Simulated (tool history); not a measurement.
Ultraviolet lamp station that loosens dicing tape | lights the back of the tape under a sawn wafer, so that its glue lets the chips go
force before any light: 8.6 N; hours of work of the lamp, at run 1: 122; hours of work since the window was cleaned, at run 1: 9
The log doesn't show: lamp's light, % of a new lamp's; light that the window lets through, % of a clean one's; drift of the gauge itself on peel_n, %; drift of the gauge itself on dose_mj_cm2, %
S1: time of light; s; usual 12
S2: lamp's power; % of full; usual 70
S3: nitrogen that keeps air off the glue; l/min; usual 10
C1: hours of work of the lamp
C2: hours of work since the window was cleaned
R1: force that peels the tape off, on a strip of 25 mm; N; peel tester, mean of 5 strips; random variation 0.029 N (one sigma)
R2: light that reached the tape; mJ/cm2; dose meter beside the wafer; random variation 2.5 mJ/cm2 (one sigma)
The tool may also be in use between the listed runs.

Run 1, hour 0.0: usual settings; C1 122; C2 9. Result: R1 1.525 N, R2 280 mJ/cm2.
Run 2, hour 11.2: usual settings; C1 130; C2 17. Result: R1 1.559 N, R2 275 mJ/cm2.
Run 3, hour 16.4: usual settings; C1 134; C2 20. Result: R1 1.527 N, R2 278 mJ/cm2.
Run 4, hour 27.7: usual settings but S1 21 s; C1 141; C2 28. Result: R1 0.553 N, R2 475 mJ/cm2.
Run 5, hour 34.3: usual settings; C1 146; C2 33. Result: R1 1.620 N, R2 269 mJ/cm2.
Run 6, hour 40.2: usual settings; C1 150; C2 37. Result: R1 1.597 N, R2 273 mJ/cm2.
Run 7, hour 49.7: usual settings; C1 157; C2 43. Result: R1 1.609 N, R2 269 mJ/cm2.
Run 8, hour 55.6: usual settings; C1 161; C2 48. Result: R1 1.621 N, R2 268 mJ/cm2.
Run 9, hour 63.4: usual settings; C1 166; C2 53. Result: R1 1.653 N, R2 263 mJ/cm2.
Run 10, hour 72.4: usual settings; C1 172; C2 59. Result: R1 1.619 N, R2 265 mJ/cm2.
Run 11, hour 80.5: usual settings but S3 5 l/min; C1 178; C2 65. Result: R1 2.546 N, R2 265 mJ/cm2.
Run 12, hour 90.7: usual settings but S3 5 l/min; C1 185; C2 72. Result: R1 2.431 N, R2 265 mJ/cm2.
Run 13, hour 97.3: usual settings but S3 5 l/min; C1 189; C2 76. Result: R1 2.490 N, R2 261 mJ/cm2.
Run 14, hour 104.9: usual settings but S1 16 s; C1 195; C2 82. Result: R1 1.046 N, R2 349 mJ/cm2.
Run 15, hour 111.5: usual settings but S1 16 s, S2 98 % of full; C1 199; C2 86. Result: R1 0.565 N, R2 483 mJ/cm2.
Run 16, hour 117.8: usual settings but S1 16 s, S2 98 % of full; C1 204; C2 90. Result: R1 0.573 N, R2 483 mJ/cm2.
Run 17, hour 129.9: usual settings but S1 16 s, S2 98 % of full; C1 212; C2 99. Result: R1 0.589 N, R2 480 mJ/cm2.
Run 18, hour 139.5: usual settings but S1 14 s, S2 98 % of full; C1 219; C2 105. Result: R1 0.743 N, R2 420 mJ/cm2.
Run 19, hour 149.9: usual settings but S1 14 s, S2 98 % of full; C1 226; C2 113. Result: R1 0.775 N, R2 411 mJ/cm2.
Run 20, hour 160.8: usual settings but S1 14 s, S2 98 % of full; C1 233; C2 120. Result: R1 0.768 N, R2 404 mJ/cm2.
Run 21, hour 172.6: usual settings but S1 14 s, S2 98 % of full; C1 241; C2 128. Result: R1 0.780 N, R2 407 mJ/cm2.
Run 22, hour 181.9: usual settings but S1 6 s, S2 88 % of full, S3 5 l/min; C1 248; C2 135. Result: R1 4.053 N, R2 157 mJ/cm2.
Run 23, hour 192.4: usual settings but S2 62 % of full; C1 255; C2 142. Result: R1 2.220 N, R2 223 mJ/cm2.
Run 24, hour 204.3: usual settings but S1 20 s, S2 96 % of full, S3 16 l/min; C1 263; C2 150. Result: R1 0.320 N, R2 556 mJ/cm2.
Run 25, hour 215.8: usual settings but S1 7 s, S2 63 % of full; C1 271; C2 158. Result: R1 3.732 N, R2 127 mJ/cm2.
At hour 217.3: window cleaned of glue's vapour.
Run 26, hour 224.9: usual settings; C1 277; C2 5. Result: R1 1.994 N, R2 234 mJ/cm2.
Run 27, hour 234.7: usual settings; C1 284; C2 12. Result: R1 1.996 N, R2 232 mJ/cm2.
Run 28, hour 245.4: usual settings but S2 68 % of full, S3 15 l/min; C1 291; C2 19. Result: R1 1.706 N, R2 223 mJ/cm2.
Run 29, hour 252.6: usual settings but S2 61 % of full, S3 15 l/min; C1 296; C2 24. Result: R1 1.966 N, R2 203 mJ/cm2.
At hour 253.8: window cleaned of glue's vapour, once more.
Run 30, hour 262.1: usual settings but S1 18 s, S2 61 % of full, S3 17 l/min; C1 302; C2 6. Result: R1 0.732 N, R2 337 mJ/cm2.
Run 31, hour 271.4: usual settings but S1 18 s, S2 61 % of full, S3 17 l/min; C1 309; C2 12. Result: R1 0.752 N, R2 344 mJ/cm2.
Run 32, hour 276.4: usual settings but S1 18 s, S2 61 % of full, S3 17 l/min; C1 312; C2 16. Result: R1 0.748 N, R2 336 mJ/cm2.
Run 33, hour 281.6: usual settings but S2 60 % of full, S3 9 l/min; C1 316; C2 19. Result: R1 2.176 N, R2 220 mJ/cm2.
Run 34, hour 288.6: usual settings but S2 60 % of full, S3 9 l/min; C1 321; C2 24. Result: R1 2.257 N, R2 219 mJ/cm2.
Run 35, hour 300.4: usual settings; C1 329; C2 32. Result: R1 1.746 N, R2 258 mJ/cm2.
Run 36, hour 309.8: usual settings but S2 100 % of full, S3 5 l/min; C1 335; C2 39. Result: R1 1.580 N, R2 362 mJ/cm2.
Run 37, hour 314.9: usual settings but S2 100 % of full, S3 5 l/min; C1 339; C2 42. Result: R1 1.622 N, R2 365 mJ/cm2.
Run 38, hour 326.8: usual settings but S1 8 s; C1 347; C2 50. Result: R1 3.015 N, R2 167 mJ/cm2.
Run 39, hour 332.8: usual settings but S1 8 s; C1 351; C2 55. Result: R1 2.909 N, R2 169 mJ/cm2.
Run 40, hour 338.8: usual settings but S1 8 s, S2 85 % of full, S3 3 l/min; C1 355; C2 59. Result: R1 3.856 N, R2 202 mJ/cm2.
Run 41, hour 349.1: usual settings but S1 8 s, S2 98 % of full, S3 9 l/min; C1 363; C2 66. Result: R1 2.148 N, R2 232 mJ/cm2.
Run 42, hour 361.0: usual settings but S3 6 l/min; C1 371; C2 74. Result: R1 2.527 N, R2 247 mJ/cm2.

Forecast each of these 5 alternatives for the next run:
Run A, hour 373.2: usual settings but S2 75 % of full; C1 379; C2 82. Result: R1 ?, R2 ?.
Run B, hour 373.2: usual settings but S1 13 s, S2 71 % of full, S3 6 l/min; C1 379; C2 82. Result: R1 ?, R2 ?.
Run C, hour 373.2: usual settings but S1 7 s, S2 85 % of full, S3 5 l/min; C1 379; C2 82. Result: R1 ?, R2 ?.
Run D, hour 373.2: usual settings but S1 7 s, S2 79 % of full, S3 14 l/min; C1 379; C2 82. Result: R1 ?, R2 ?.
Run E, hour 373.2: usual settings but S1 9 s, S2 89 % of full, S3 11 l/min; C1 379; C2 82. Result: R1 ?, R2 ?.

run     R1   R2
  A  1.673  259
  B  2.240  265
  C  3.855  170
  D  2.648  162
  E  1.887  234
Without the tool's hidden state the same runs would have given:
run     R1   R2
  A  1.257  310
  B  1.748  317
  C  3.298  204
  D  2.132  193
  E  1.437  279

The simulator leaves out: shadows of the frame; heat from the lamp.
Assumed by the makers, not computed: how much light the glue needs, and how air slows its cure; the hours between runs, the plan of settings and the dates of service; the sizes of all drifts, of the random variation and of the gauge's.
